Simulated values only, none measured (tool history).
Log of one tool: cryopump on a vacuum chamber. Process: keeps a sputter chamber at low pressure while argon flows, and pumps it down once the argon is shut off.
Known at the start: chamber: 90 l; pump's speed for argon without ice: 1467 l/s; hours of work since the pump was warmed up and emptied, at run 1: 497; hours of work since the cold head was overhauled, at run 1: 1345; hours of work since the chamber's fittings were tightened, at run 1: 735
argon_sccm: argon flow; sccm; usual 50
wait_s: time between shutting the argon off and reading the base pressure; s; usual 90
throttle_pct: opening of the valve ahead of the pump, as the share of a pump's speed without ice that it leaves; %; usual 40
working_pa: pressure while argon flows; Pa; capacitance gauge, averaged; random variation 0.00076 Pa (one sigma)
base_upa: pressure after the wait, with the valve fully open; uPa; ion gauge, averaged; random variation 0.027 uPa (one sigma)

| run | hour | argon_sccm | wait_s | throttle_pct | hours of work since the pump was warmed up and emptied | hours of work since the cold head was overhauled | hours of work since the chamber's fittings were tightened | working_pa | base_upa |
|---|---|---|---|---|---|---|---|---|---|
| 1 | 0 | 50 | 90 | 40 | 497 | 1345 | 735 | 0.1569 | 2.19 |
| 2 | 44.7 | 50 | 90 | 40 | 515 | 1363 | 753 | 0.1567 | 2.25 |
| 3 | 118 | 50 | 90 | 40 | 545 | 1393 | 783 | 0.1595 | 2.21 |
| 4 | 155.9 | 50 | 90 | 40 | 560 | 1408 | 798 | 0.1599 | 2.25 |
| 5 | 228.6 | 50 | 90 | 40 | 590 | 1438 | 828 | 0.1572 | 2.31 |
| 6 | 314.1 | 50 | 90 | 40 | 624 | 1472 | 862 | 0.1602 | 2.38 |
| 7 | 387.3 | 50 | 90 | 40 | 654 | 1502 | 892 | 0.1598 | 2.47 |
| 8 | 433.1 | 50 | 90 | 43 | 673 | 1520 | 911 | 0.1503 | 2.52 |
| 9 | 515.1 | 50 | 90 | 43 | 706 | 1554 | 944 | 0.1527 | 2.57 |
| 10 | 570.3 | 50 | 90 | 43 | 728 | 1576 | 966 | 0.1548 | 2.65 |
| 11 | 614.3 | 50 | 90 | 43 | 746 | 1594 | 984 | 0.1537 | 2.65 |
| 12 | 669.3 | 50 | 90 | 43 | 769 | 1616 | 1007 | 0.1549 | 2.69 |
| 13 | 717.4 | 50 | 90 | 40 | 788 | 1636 | 1026 | 0.166 | 2.81 |
|  | 729.1 | pump warmed up, emptied and cooled again |
| 14 | 770.4 | 50 | 31 | 40 | 17 | 1655 | 1046 | 0.1453 | 4.25 |
| 15 | 814.4 | 50 | 90 | 40 | 35 | 1673 | 1063 | 0.1455 | 2.4 |
| 16 | 867.7 | 50 | 90 | 20 | 56 | 1695 | 1085 | 0.29 | 2.39 |
| 17 | 906 | 50 | 90 | 20 | 72 | 1710 | 1101 | 0.2911 | 2.44 |
| 18 | 993.1 | 50 | 69 | 27 | 107 | 1746 | 1136 | 0.216 | 2.72 |
| 19 | 1036.3 | 49 | 67 | 40 | 125 | 1763 | 1153 | 0.1432 | 2.89 |
| 20 | 1111.8 | 50 | 21 | 40 | 155 | 1794 | 1184 | 0.1483 | 5.66 |
| 21 | 1191.8 | 50 | 21 | 40 | 188 | 1826 | 1217 | 0.1492 | 5.83 |
| 22 | 1260.8 | 50 | 21 | 40 | 216 | 1854 | 1245 | 0.1492 | 5.73 |
| 23 | 1340 | 30 | 21 | 40 | 248 | 1886 | 1277 | 0.0899 | 5.8 |
| 24 | 1392.5 | 38 | 199 | 18 | 269 | 1908 | 1298 | 0.2478 | 2.23 |
| 25 | 1444.7 | 29 | 72 | 23 | 290 | 1929 | 1319 | 0.1487 | 2.99 |
| 26 | 1496.4 | 50 | 81 | 40 | 311 | 1950 | 1340 | 0.1526 | 2.95 |
| 27 | 1564.1 | 50 | 81 | 39 | 339 | 1977 | 1368 | 0.1563 | 3.08 |
| 28 | 1629.8 | 29 | 24 | 40 | 365 | 2004 | 1394 | 0.0892 | 5.74 |
| 29 | 1711.8 | 28 | 21 | 23 | 399 | 2037 | 1428 | 0.1451 | 6.3 |
| 30 | 1790.4 | 28 | 21 | 23 | 431 | 2069 | 1459 | 0.1463 | 6.1 |
| 31 | 1859 | 28 | 21 | 23 | 458 | 2097 | 1487 | 0.1462 | 6.11 |
| 32 | 1918 | 28 | 21 | 23 | 482 | 2121 | 1511 | 0.145 | 6.5 |
| 33 | 1993.5 | 48 | 29 | 57 | 513 | 2152 | 1542 | 0.1099 | 5.41 |

How the hidden state differs across the entries between the runs, from the last listed run before each to the first after it:
Between runs 13 and 14: pump warmed up, emptied and cooled again (hour 729.1)
  pump's speed, % of a pump's without ice: 73.7 -> 98.9; leak into the chamber, uPa l/s: 1945 -> 1977
  measured less the result without the state, working_pa: +0.0213 -> +0.0012 Pa; base_upa: +1.61 -> +1.2 uPa
